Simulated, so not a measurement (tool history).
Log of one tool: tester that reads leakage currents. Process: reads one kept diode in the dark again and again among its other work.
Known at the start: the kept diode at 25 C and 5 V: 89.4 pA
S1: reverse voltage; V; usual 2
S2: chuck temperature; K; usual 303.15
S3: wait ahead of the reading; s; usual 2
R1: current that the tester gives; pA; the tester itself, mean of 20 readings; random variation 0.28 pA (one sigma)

run 1 hour=0 | S1=2 S2=303.15 S3=2 | R1=82.83
run 2 hour=33.2 | S1=2 S2=303.15 S3=2 | R1=82.54
run 3 hour=53.6 | S1=2 S2=303.15 S3=1.06 | R1=82.03
run 4 hour=76.3 | S1=2 S2=303.15 S3=1.06 | R1=82.36
run 5 hour=102.5 | S1=2 S2=303.15 S3=2 | R1=81.43
-- hour=132.5 chuck's temperature calibrated
run 6 hour=137.2 | S1=2 S2=303.15 S3=2 | R1=91.66
run 7 hour=164.1 | S1=2 S2=332.15 S3=2 | R1=1104.36
run 8 hour=180 | S1=2 S2=332.15 S3=2 | R1=1096.78
run 9 hour=199 | S1=2 S2=332.15 S3=2 | R1=1096.04
run 10 hour=227.7 | S1=2 S2=332.15 S3=2 | R1=1095.85
-- hour=232.5 tester calibrated
run 11 hour=249.5 | S1=2 S2=332.15 S3=2 | R1=1089.77
run 12 hour=280.4 | S1=2 S2=332.15 S3=2 | R1=1094.33
-- hour=291.6 tester calibrated, once more
run 13 hour=299.5 | S1=2 S2=332.15 S3=2 | R1=1083.38
run 14 hour=328.5 | S1=2 S2=332.15 S3=2 | R1=1080.53
run 15 hour=346.5 | S1=2 S2=332.15 S3=2 | R1=1073.47
run 16 hour=361.8 | S1=17.81 S2=323.15 S3=7.09 | R1=1569.32
run 17 hour=384.5 | S1=17.81 S2=305.15 S3=0.66 | R1=333.25
run 18 hour=419 | S1=2 S2=326.15 S3=8.63 | R1=662.54
run 19 hour=439.3 | S1=2 S2=326.15 S3=8.63 | R1=661
run 20 hour=461.5 | S1=6.31 S2=326.15 S3=8.43 | R1=1178.64
run 21 hour=486.3 | S1=6.31 S2=326.15 S3=8.43 | R1=1174.41
run 22 hour=513.7 | S1=2.02 S2=300.15 S3=8.34 | R1=66.31
run 23 hour=535.3 | S1=2 S2=305.15 S3=2 | R1=104.97

3 ways to go on from here, each from the tool as it stands after run 23. What would each give?
run A hour=563 | S1=2 S2=305.15 S3=1.3 | R1=?
run B hour=563 | S1=2 S2=298.15 S3=2 | R1=?
run C hour=563 | S1=1.06 S2=333.15 S3=6.54 | R1=?

run=A R1=104.43
run=B R1=54.09
run=C R1=827.4
Without the tool's hidden state the same runs would have given:
run=A R1=109.73
run=B R1=56.37
run=C R1=870.35
